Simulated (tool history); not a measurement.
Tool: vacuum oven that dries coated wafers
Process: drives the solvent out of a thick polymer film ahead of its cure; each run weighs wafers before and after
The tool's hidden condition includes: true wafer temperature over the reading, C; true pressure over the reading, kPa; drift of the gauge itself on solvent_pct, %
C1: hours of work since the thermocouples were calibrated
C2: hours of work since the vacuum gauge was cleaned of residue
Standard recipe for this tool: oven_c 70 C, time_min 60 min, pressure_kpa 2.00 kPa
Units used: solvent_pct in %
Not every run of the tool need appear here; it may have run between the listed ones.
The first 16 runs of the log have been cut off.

{"run": 17, "hour": 939.9, "oven_c": 71, "time_min": 60, "pressure_kpa": 2.0, "C1": 130, "C2": 54, "solvent_pct": 2.57}
{"run": 18, "hour": 998.4, "oven_c": 70, "time_min": 60, "pressure_kpa": 2.0, "C1": 160, "C2": 84, "solvent_pct": 2.68}
{"run": 19, "hour": 1035.6, "oven_c": 70, "time_min": 60, "pressure_kpa": 2.0, "C1": 180, "C2": 104, "solvent_pct": 2.72}
{"run": 20, "hour": 1104.0, "oven_c": 70, "time_min": 60, "pressure_kpa": 2.0, "C1": 215, "C2": 139, "solvent_pct": 2.76}
{"run": 21, "hour": 1150.3, "oven_c": 79, "time_min": 60, "pressure_kpa": 2.0, "C1": 238, "C2": 162, "solvent_pct": 1.47}
{"run": 22, "hour": 1209.1, "oven_c": 66, "time_min": 60, "pressure_kpa": 2.0, "C1": 269, "C2": 193, "solvent_pct": 3.56}
{"hour": 1253.4, "done": "vacuum gauge cleaned of residue and calibrated, once more"}
{"run": 23, "hour": 1279.9, "oven_c": 66, "time_min": 64, "pressure_kpa": 2.0, "C1": 304, "C2": 14, "solvent_pct": 3.12}
{"run": 24, "hour": 1322.4, "oven_c": 66, "time_min": 64, "pressure_kpa": 2.0, "C1": 326, "C2": 35, "solvent_pct": 3.1}
{"run": 25, "hour": 1365.3, "oven_c": 66, "time_min": 64, "pressure_kpa": 2.0, "C1": 348, "C2": 57, "solvent_pct": 3.14}
{"run": 26, "hour": 1400.6, "oven_c": 66, "time_min": 46, "pressure_kpa": 1.8, "C1": 366, "C2": 76, "solvent_pct": 4.05}
{"run": 27, "hour": 1477.1, "oven_c": 66, "time_min": 46, "pressure_kpa": 1.8, "C1": 405, "C2": 115, "solvent_pct": 4.06}
{"run": 28, "hour": 1529.3, "oven_c": 66, "time_min": 46, "pressure_kpa": 1.8, "C1": 432, "C2": 142, "solvent_pct": 4.07}
{"run": 29, "hour": 1585.9, "oven_c": 60, "time_min": 48, "pressure_kpa": 1.8, "C1": 461, "C2": 171, "solvent_pct": 5.66}
{"run": 30, "hour": 1647.6, "oven_c": 78, "time_min": 48, "pressure_kpa": 1.29, "C1": 493, "C2": 202, "solvent_pct": 1.27}
{"run": 31, "hour": 1689.9, "oven_c": 78, "time_min": 48, "pressure_kpa": 5.68, "C1": 514, "C2": 224, "solvent_pct": 3.74}
{"run": 32, "hour": 1726.3, "oven_c": 80, "time_min": 43, "pressure_kpa": 2.0, "C1": 533, "C2": 243, "solvent_pct": 1.56}

Run 33 is up next; what results do you expect?
{"run": 33, "hour": 1774.7, "oven_c": 66, "time_min": 60, "pressure_kpa": 4.38, "C1": 558, "C2": 268, "solvent_pct": "?"}

{"run 33": {"solvent_pct": 5.45}}
With no hidden state in the tool, this same run would have given solvent_pct 5.70 %.
